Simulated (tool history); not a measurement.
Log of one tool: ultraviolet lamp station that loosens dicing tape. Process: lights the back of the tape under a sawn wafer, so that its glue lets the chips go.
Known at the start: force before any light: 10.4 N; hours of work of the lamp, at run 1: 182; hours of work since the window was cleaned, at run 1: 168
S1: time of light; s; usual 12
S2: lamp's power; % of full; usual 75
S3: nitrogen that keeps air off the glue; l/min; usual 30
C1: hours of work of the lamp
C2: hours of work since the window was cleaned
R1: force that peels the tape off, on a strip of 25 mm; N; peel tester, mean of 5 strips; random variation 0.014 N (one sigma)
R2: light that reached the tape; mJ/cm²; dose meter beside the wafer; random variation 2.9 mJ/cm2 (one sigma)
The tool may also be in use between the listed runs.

run	day	S1	S2	S3	C1	C2	R1	R2
1	0.000	12	75	30	182	168	0.849	378
2	0.188	12	75	30	184	170	0.809	379
3	0.542	12	70	30	188	174	0.935	362
4	0.912	12	70	30	192	178	0.986	355
5	1.317	17	70	30	197	183	0.486	504
6	1.612	12	75	30	200	186	0.820	383
7	1.958	7	75	30	204	190	2.209	221
8	2.204	12	75	30	207	193	0.830	378
9	2.500	12	75	30	210	196	0.862	380
10	2.775	12	75	47	213	199	0.599	374
# day 3.012: window cleaned of glue's vapour
11	3.033	12	98	49	216	0	0.334	520
12	3.400	12	85	58	220	4	0.379	449
13	3.746	12	85	58	224	8	0.412	450
14	4.100	17	90	30	228	12	0.293	674
15	4.367	17	90	30	231	15	0.304	668
16	4.683	11	65	17	234	19	1.809	311
17	5.017	12	94	10	238	22	1.119	492
18	5.192	12	94	10	240	24	1.230	493
19	5.458	12	65	40	243	27	0.831	345
20	5.854	12	65	40	247	32	0.847	338

Some steps in R1 between neighbouring runs. How much of each would the tool show without its hidden state too (settings, what came in, random variation), and how much is left for the hidden state, with any gauge scatter that isn't in both results?
The hidden state here: lamp's light, % of a new lamp's; light that the window lets through, % of a clean one's; drift of the gauge itself on peel_n, %; drift of the gauge itself on dose_mj_cm2, %.
Run 6 -> 7: S1 12 -> 7. R1 +1.389 N: hidden state +0.179, all else +1.210.
Run 15 -> 16: S1 17 -> 11, S2 90 -> 65, S3 30 -> 17. R1 +1.505 N: hidden state +0.179, all else +1.326.
